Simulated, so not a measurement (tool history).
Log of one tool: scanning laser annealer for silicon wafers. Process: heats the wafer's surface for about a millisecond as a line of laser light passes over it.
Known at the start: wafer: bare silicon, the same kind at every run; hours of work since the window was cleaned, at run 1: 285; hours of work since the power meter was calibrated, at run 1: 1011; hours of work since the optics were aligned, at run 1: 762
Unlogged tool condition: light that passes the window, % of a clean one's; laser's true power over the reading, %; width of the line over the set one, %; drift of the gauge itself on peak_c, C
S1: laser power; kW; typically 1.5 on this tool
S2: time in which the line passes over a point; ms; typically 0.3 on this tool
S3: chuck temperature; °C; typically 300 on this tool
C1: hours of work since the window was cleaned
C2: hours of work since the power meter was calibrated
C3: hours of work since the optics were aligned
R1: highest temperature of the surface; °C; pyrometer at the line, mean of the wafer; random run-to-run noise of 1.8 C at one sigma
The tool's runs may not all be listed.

run 1 hour=0 | S1=1.5 S2=0.3 S3=300 | C1=285 C2=1011 C3=762 | R1=990
run 2 hour=29.7 | S1=1.5 S2=0.3 S3=265 | C1=306 C2=1032 C3=783 | R1=951
run 3 hour=68.6 | S1=1.5 S2=0.3 S3=265 | C1=333 C2=1059 C3=810 | R1=950
run 4 hour=110.6 | S1=1.5 S2=0.3 S3=265 | C1=363 C2=1089 C3=840 | R1=944
run 5 hour=150.5 | S1=1.5 S2=0.3 S3=265 | C1=391 C2=1117 C3=868 | R1=943
-- hour=154.9 window over the wafer cleaned
run 6 hour=192.9 | S1=1.5 S2=0.3 S3=265 | C1=27 C2=1145 C3=896 | R1=987
run 7 hour=215.1 | S1=1.5 S2=0.3 S3=265 | C1=42 C2=1161 C3=912 | R1=985
run 8 hour=256.9 | S1=1.5 S2=0.3 S3=265 | C1=72 C2=1190 C3=941 | R1=981
run 9 hour=291.4 | S1=1.5 S2=0.3 S3=300 | C1=96 C2=1214 C3=965 | R1=1012
run 10 hour=329.7 | S1=1.5 S2=0.3 S3=300 | C1=123 C2=1241 C3=992 | R1=1010
run 11 hour=349.4 | S1=1.5 S2=0.3 S3=300 | C1=136 C2=1255 C3=1006 | R1=1007
run 12 hour=374.1 | S1=1.5 S2=0.3 S3=300 | C1=154 C2=1272 C3=1023 | R1=1001
run 13 hour=401.5 | S1=1.5 S2=0.3 S3=300 | C1=173 C2=1292 C3=1042 | R1=1003
run 14 hour=441.1 | S1=1.5 S2=0.256 S3=329 | C1=201 C2=1319 C3=1070 | R1=977
run 15 hour=481 | S1=1.5 S2=0.353 S3=266 | C1=229 C2=1347 C3=1098 | R1=1016
run 16 hour=502.5 | S1=1.5 S2=0.353 S3=266 | C1=244 C2=1362 C3=1113 | R1=1016
run 17 hour=525.6 | S1=1.625 S2=0.3 S3=302 | C1=260 C2=1379 C3=1130 | R1=1066
run 18 hour=562.4 | S1=1.5 S2=0.291 S3=309 | C1=286 C2=1404 C3=1155 | R1=984
run 19 hour=606.5 | S1=1.5 S2=0.3 S3=336 | C1=317 C2=1435 C3=1186 | R1=1020
run 20 hour=640.2 | S1=1.644 S2=0.268 S3=300 | C1=340 C2=1459 C3=1210 | R1=1022
run 21 hour=683.8 | S1=1.344 S2=0.262 S3=300 | C1=371 C2=1490 C3=1240 | R1=847
-- hour=716.4 window over the wafer cleaned
run 22 hour=718.1 | S1=1.582 S2=0.347 S3=300 | C1=1 C2=1512 C3=1263 | R1=1140
run 23 hour=741.6 | S1=1.582 S2=0.288 S3=316 | C1=18 C2=1529 C3=1280 | R1=1075

Branching from run 23: 3 alternative next runs. What would each branch give?
run A hour=764.6 | S1=1.582 S2=0.288 S3=276 | C1=34 C2=1545 C3=1296 | R1=?
run B hour=764.6 | S1=1.411 S2=0.288 S3=324 | C1=34 C2=1545 C3=1296 | R1=?
run C hour=764.6 | S1=1.645 S2=0.27 S3=298 | C1=34 C2=1545 C3=1296 | R1=?

run=A R1=1036
run=B R1=983
run=C R1=1070
Had the tool no hidden state, the same runs would have come out as:
run=A R1=1038
run=B R1=985
run=C R1=1072

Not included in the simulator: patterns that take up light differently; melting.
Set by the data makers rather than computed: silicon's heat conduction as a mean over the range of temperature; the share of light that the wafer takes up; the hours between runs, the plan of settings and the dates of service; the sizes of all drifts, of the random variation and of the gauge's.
